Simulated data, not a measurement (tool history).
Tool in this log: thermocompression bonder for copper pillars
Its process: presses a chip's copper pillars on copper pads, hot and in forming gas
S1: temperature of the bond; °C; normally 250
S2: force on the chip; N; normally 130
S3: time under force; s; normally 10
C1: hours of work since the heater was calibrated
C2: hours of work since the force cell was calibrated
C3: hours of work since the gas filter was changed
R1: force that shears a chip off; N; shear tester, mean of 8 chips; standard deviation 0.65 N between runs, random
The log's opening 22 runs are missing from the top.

run	hour	S1	S2	S3	C1	C2	C3	R1
23	346.3	250	175	5	170	23	82	37.0
24	359.8	250	175	5	177	30	89	38.2
25	379.2	278	130	10	186	39	98	54.3
26	396.3	252	118	13	195	47	106	40.1
27	406.0	237	92	22	200	52	111	35.1
# hour 417.0: force cell calibrated, once more
28	425.3	237	99	22	208	4	120	35.3
29	437.5	237	140	22	214	10	126	44.3
30	453.8	224	182	15	222	18	134	36.4
31	464.6	236	130	10	228	23	139	29.8
32	478.9	250	130	9	235	31	146	36.0
33	488.2	222	87	7	239	35	151	16.2
34	501.1	250	117	7	246	41	157	29.8
35	511.4	223	155	21	251	46	162	36.7
36	527.0	223	155	21	259	54	170	35.8
37	541.2	250	108	17	266	61	177	41.4
# hour 543.4: forming gas filter changed
38	556.4	250	108	17	273	68	6	45.2
39	576.8	250	108	17	283	78	16	44.2
40	592.7	272	118	24	291	86	24	63.9

Here are 4 independent what-if runs from the current tool condition. What would each one return?
A	611.4	257	135	11	300	96	33	?
B	611.4	221	124	24	300	96	33	?
C	611.4	277	108	9	300	96	33	?
D	611.4	245	133	24	300	96	33	?

run	R1
A	47.3
B	36.0
C	48.3
D	50.8
Without the tool's unlogged condition, the same runs would have read:
run	R1
A	49.2
B	37.7
C	50.2
D	53.0

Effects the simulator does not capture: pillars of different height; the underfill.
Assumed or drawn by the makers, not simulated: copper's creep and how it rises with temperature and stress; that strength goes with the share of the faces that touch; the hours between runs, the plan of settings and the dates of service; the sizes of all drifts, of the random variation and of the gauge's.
